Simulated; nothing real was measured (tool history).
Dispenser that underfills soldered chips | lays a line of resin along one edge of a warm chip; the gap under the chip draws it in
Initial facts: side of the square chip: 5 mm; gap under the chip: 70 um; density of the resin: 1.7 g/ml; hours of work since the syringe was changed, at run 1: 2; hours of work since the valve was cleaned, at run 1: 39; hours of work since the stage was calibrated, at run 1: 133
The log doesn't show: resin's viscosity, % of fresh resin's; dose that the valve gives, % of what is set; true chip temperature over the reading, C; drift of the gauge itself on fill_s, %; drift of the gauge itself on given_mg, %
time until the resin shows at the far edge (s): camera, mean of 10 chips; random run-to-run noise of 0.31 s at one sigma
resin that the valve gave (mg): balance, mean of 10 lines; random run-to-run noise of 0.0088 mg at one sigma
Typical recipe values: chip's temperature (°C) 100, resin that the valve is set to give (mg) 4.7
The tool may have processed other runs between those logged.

run,hour,chip's temperature (°C),resin that the valve is set to give (mg),hours of work since the syringe was changed,hours of work since the valve was cleaned,hours of work since the stage was calibrated,time until the resin shows at the far edge (s),resin that the valve gave (mg)
1,0,100,4.7,2,39,133,8.6,4.619
2,3,100,4.7,4,41,135,8.9,4.622
3,8.2,100,4.7,8,45,139,10.8,4.622
# hour 12.5: dispensing valve cleaned and set on the balance
4,14.6,86,4.7,11,1,143,23.3,4.696
# hour 15.3: new syringe of resin
5,19.9,86,4.7,3,5,146,16.6,4.697
6,24.1,100,4.7,6,8,149,10.1,4.66
7,27.1,89,4.7,8,10,151,18.2,4.68
8,30.8,89,4.7,11,13,154,19.6,4.674
# hour 31.9: new syringe of resin
9,36.2,100,4.7,3,16,158,8.9,4.651
10,39.5,100,4.7,5,19,160,9.6,4.645
11,43.4,101,4.8,8,21,163,10.9,4.746
12,46,113,5.54,10,23,165,7.6,5.487
# hour 48.5: new syringe of resin
13,49.9,95,5.71,1,26,167,9.8,5.626
14,54.7,95,5.71,4,29,171,11.9,5.613
15,59.8,95,5.71,8,33,174,13.7,5.622
16,63.2,95,5.71,10,35,177,14.1,5.626
# hour 65.2: new syringe of resin
17,67.8,93,4.72,2,38,180,11.2,4.63
18,70.4,93,4.72,4,40,181,11.9,4.622
19,73.9,89,4.67,6,43,184,16.4,4.565
20,78.9,104,4.62,10,46,188,10.1,4.515

Alternative continuations, all from the tool just after run 20; predict every row:
# hour 80.7: dispensing valve cleaned and set on the balance
# hour 82.9: new syringe of resin
A,85.1,103,4.44,2,3,191,?,?
# hour 80.7: dispensing valve cleaned and set on the balance
# hour 82.9: new syringe of resin
B,85.1,85,4.7,2,3,191,?,?
# hour 80.7: dispensing valve cleaned and set on the balance
# hour 82.9: new syringe of resin
C,85.1,90,4.07,2,3,191,?,?
# hour 80.7: dispensing valve cleaned and set on the balance
# hour 82.9: new syringe of resin
D,85.1,102,4.61,2,3,191,?,?
# hour 80.7: dispensing valve cleaned and set on the balance
# hour 82.9: new syringe of resin
E,85.1,107,6.08,2,3,191,?,?

run,time until the resin shows at the far edge (s),resin that the valve gave (mg)
A,7.8,4.427
B,15.8,4.7
C,13.3,4.066
D,7.6,4.592
E,6,6.077
What these runs would have given with no unlogged condition in the tool:
run,time until the resin shows at the far edge (s),resin that the valve gave (mg)
A,7.7,4.433
B,15.6,4.707
C,13.1,4.072
D,7.4,4.599
E,5.9,6.086
